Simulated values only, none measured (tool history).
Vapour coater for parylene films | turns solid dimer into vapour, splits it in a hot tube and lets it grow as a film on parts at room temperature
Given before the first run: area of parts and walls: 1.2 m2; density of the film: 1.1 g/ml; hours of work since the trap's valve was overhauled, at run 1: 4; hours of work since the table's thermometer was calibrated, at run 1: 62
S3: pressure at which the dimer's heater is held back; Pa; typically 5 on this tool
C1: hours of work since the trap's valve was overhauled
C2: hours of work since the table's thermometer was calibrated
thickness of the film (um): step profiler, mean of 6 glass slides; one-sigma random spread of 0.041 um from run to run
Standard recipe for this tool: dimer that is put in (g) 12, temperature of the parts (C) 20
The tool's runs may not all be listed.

{"run": 1, "hour": 0.0, "dimer that is put in (g)": 12, "temperature of the parts (C)": 20, "S3": 5, "C1": 4, "C2": 62, "thickness of the film (um)": 4.34}
{"run": 2, "hour": 18.0, "dimer that is put in (g)": 12, "temperature of the parts (C)": 20, "S3": 5, "C1": 14, "C2": 71, "thickness of the film (um)": 4.39}
{"run": 3, "hour": 33.9, "dimer that is put in (g)": 12, "temperature of the parts (C)": 20, "S3": 5, "C1": 22, "C2": 80, "thickness of the film (um)": 4.37}
{"run": 4, "hour": 53.6, "dimer that is put in (g)": 12, "temperature of the parts (C)": 20, "S3": 5, "C1": 33, "C2": 90, "thickness of the film (um)": 4.4}
{"run": 5, "hour": 70.6, "dimer that is put in (g)": 12, "temperature of the parts (C)": 20, "S3": 5, "C1": 42, "C2": 99, "thickness of the film (um)": 4.22}
{"run": 6, "hour": 79.6, "dimer that is put in (g)": 12, "temperature of the parts (C)": 20, "S3": 5, "C1": 47, "C2": 104, "thickness of the film (um)": 4.28}
{"run": 7, "hour": 97.0, "dimer that is put in (g)": 12, "temperature of the parts (C)": 20, "S3": 5, "C1": 56, "C2": 113, "thickness of the film (um)": 4.38}
{"run": 8, "hour": 113.7, "dimer that is put in (g)": 12, "temperature of the parts (C)": 20, "S3": 5, "C1": 65, "C2": 122, "thickness of the film (um)": 4.29}
{"run": 9, "hour": 122.8, "dimer that is put in (g)": 12, "temperature of the parts (C)": 20, "S3": 5, "C1": 70, "C2": 127, "thickness of the film (um)": 4.26}
{"run": 10, "hour": 142.5, "dimer that is put in (g)": 12, "temperature of the parts (C)": 20, "S3": 5, "C1": 80, "C2": 137, "thickness of the film (um)": 4.25}
{"run": 11, "hour": 156.1, "dimer that is put in (g)": 12, "temperature of the parts (C)": 20, "S3": 5, "C1": 87, "C2": 145, "thickness of the film (um)": 4.25}
{"run": 12, "hour": 167.2, "dimer that is put in (g)": 12, "temperature of the parts (C)": 20, "S3": 5, "C1": 93, "C2": 151, "thickness of the film (um)": 4.21}
{"run": 13, "hour": 178.0, "dimer that is put in (g)": 12, "temperature of the parts (C)": 20, "S3": 5, "C1": 99, "C2": 156, "thickness of the film (um)": 4.25}
{"run": 14, "hour": 189.7, "dimer that is put in (g)": 12, "temperature of the parts (C)": 20, "S3": 5, "C1": 105, "C2": 163, "thickness of the film (um)": 4.23}
{"run": 15, "hour": 202.7, "dimer that is put in (g)": 6, "temperature of the parts (C)": 14, "S3": 9.25, "C1": 112, "C2": 169, "thickness of the film (um)": 2.36}
{"run": 16, "hour": 216.8, "dimer that is put in (g)": 14, "temperature of the parts (C)": 27, "S3": 8.84, "C1": 120, "C2": 177, "thickness of the film (um)": 3.39}
{"run": 17, "hour": 230.5, "dimer that is put in (g)": 7, "temperature of the parts (C)": 20, "S3": 6.25, "C1": 127, "C2": 184, "thickness of the film (um)": 2.35}
{"run": 18, "hour": 245.5, "dimer that is put in (g)": 6, "temperature of the parts (C)": 12, "S3": 3.65, "C1": 135, "C2": 192, "thickness of the film (um)": 2.89}
{"run": 19, "hour": 260.1, "dimer that is put in (g)": 19, "temperature of the parts (C)": 16, "S3": 3.02, "C1": 143, "C2": 200, "thickness of the film (um)": 8.34}
{"run": 20, "hour": 274.3, "dimer that is put in (g)": 19, "temperature of the parts (C)": 16, "S3": 3.02, "C1": 150, "C2": 207, "thickness of the film (um)": 8.34}
{"run": 21, "hour": 291.4, "dimer that is put in (g)": 19, "temperature of the parts (C)": 20, "S3": 3.92, "C1": 159, "C2": 217, "thickness of the film (um)": 6.84}
{"run": 22, "hour": 301.5, "dimer that is put in (g)": 19, "temperature of the parts (C)": 20, "S3": 4.94, "C1": 165, "C2": 222, "thickness of the film (um)": 6.58}
{"run": 23, "hour": 320.3, "dimer that is put in (g)": 19, "temperature of the parts (C)": 20, "S3": 4.94, "C1": 175, "C2": 232, "thickness of the film (um)": 6.53}

Consider 4 possible next runs. They are alternatives, not a sequence: every one starts from the tool as it was left by run 23. What does each give?
{"run": "A", "hour": 332.3, "dimer that is put in (g)": 19, "temperature of the parts (C)": 14, "S3": 6.82, "C1": 181, "C2": 238, "thickness of the film (um)": "?"}
{"run": "B", "hour": 332.3, "dimer that is put in (g)": 12, "temperature of the parts (C)": 20, "S3": 5, "C1": 181, "C2": 238, "thickness of the film (um)": "?"}
{"run": "C", "hour": 332.3, "dimer that is put in (g)": 12, "temperature of the parts (C)": 20, "S3": 2.46, "C1": 181, "C2": 238, "thickness of the film (um)": "?"}
{"run": "D", "hour": 332.3, "dimer that is put in (g)": 12, "temperature of the parts (C)": 13, "S3": 5, "C1": 181, "C2": 238, "thickness of the film (um)": "?"}

run=A thickness_of_the_film_(um)=7.6
run=B thickness_of_the_film_(um)=4.12
run=C thickness_of_the_film_(um)=4.69
run=D thickness_of_the_film_(um)=5.27
The same runs, with their run-to-run variation unchanged, on a tool lacking any hidden condition would have given:
run=A thickness_of_the_film_(um)=8.23
run=B thickness_of_the_film_(um)=4.46
run=C thickness_of_the_film_(um)=5.07
run=D thickness_of_the_film_(um)=5.71
